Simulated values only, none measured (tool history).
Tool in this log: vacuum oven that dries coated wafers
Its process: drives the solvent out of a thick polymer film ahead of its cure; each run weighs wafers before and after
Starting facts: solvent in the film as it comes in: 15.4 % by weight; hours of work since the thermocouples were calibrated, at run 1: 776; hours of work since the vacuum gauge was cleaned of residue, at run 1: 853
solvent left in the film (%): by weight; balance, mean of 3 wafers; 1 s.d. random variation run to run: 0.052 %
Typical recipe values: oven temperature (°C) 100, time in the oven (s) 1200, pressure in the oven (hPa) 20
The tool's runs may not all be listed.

| run | hour | oven temperature (°C) | time in the oven (s) | pressure in the oven (hPa) | hours of work since the thermocouples were calibrated | hours of work since the vacuum gauge was cleaned of residue | solvent left in the film (%) |
|---|---|---|---|---|---|---|---|
| 1 | 0 | 100 | 1200 | 20 | 776 | 853 | 1.64 |
| 2 | 62.6 | 100 | 1200 | 20 | 808 | 885 | 1.67 |
| 3 | 121.4 | 100 | 1200 | 20 | 838 | 915 | 1.7 |
| 4 | 160.2 | 89 | 1200 | 20 | 857 | 935 | 3.53 |
| 5 | 199.9 | 89 | 1200 | 20 | 877 | 955 | 3.61 |
| 6 | 253.3 | 103 | 1200 | 20 | 904 | 982 | 1.39 |
| 7 | 295.1 | 92 | 1200 | 20 | 926 | 1003 | 3.02 |
| 8 | 351.8 | 93 | 1200 | 20 | 954 | 1032 | 2.73 |
| 9 | 393.2 | 100 | 1200 | 20 | 975 | 1053 | 1.64 |
| 10 | 457.7 | 100 | 1200 | 20 | 1008 | 1085 | 1.77 |
| 11 | 501.9 | 100 | 840 | 20 | 1030 | 1108 | 2.64 |
| 12 | 550.4 | 106 | 840 | 20 | 1055 | 1132 | 1.72 |
| 13 | 610.6 | 106 | 840 | 20 | 1086 | 1163 | 1.67 |
| 14 | 661.6 | 106 | 840 | 20 | 1111 | 1189 | 1.68 |
| 15 | 709.8 | 106 | 840 | 20 | 1136 | 1213 | 1.72 |
| 16 | 757.3 | 100 | 1200 | 43.4 | 1160 | 1237 | 2.91 |
| 17 | 815.6 | 100 | 1200 | 43.4 | 1190 | 1267 | 2.93 |
| 18 | 887.6 | 100 | 1200 | 20 | 1226 | 1303 | 1.81 |
| 19 | 932.1 | 100 | 1200 | 20 | 1249 | 1326 | 1.85 |
| 20 | 963.9 | 100 | 1200 | 20 | 1265 | 1342 | 1.89 |
| 21 | 1025.5 | 100 | 1200 | 20 | 1296 | 1373 | 1.85 |
| 22 | 1077.9 | 100 | 1200 | 20 | 1323 | 1400 | 1.8 |
| 23 | 1129.8 | 100 | 1200 | 20 | 1349 | 1426 | 1.91 |
| 24 | 1192.9 | 100 | 1200 | 20 | 1381 | 1458 | 1.91 |
| 25 | 1264.5 | 113 | 900 | 55.7 | 1417 | 1494 | 2.16 |
| 26 | 1321.8 | 102 | 900 | 55.7 | 1446 | 1523 | 3.83 |
| 27 | 1371.3 | 102 | 900 | 55.7 | 1471 | 1549 | 3.74 |

Run 28 is up next; what results do you expect?
| 28 | 1441.8 | 100 | 960 | 15.2 | 1507 | 1584 | ? |

solvent left in the film (%): 2.25
With the hidden condition absent and the run-to-run variation left alone, this run would have shown solvent left in the film (%) 1.55.
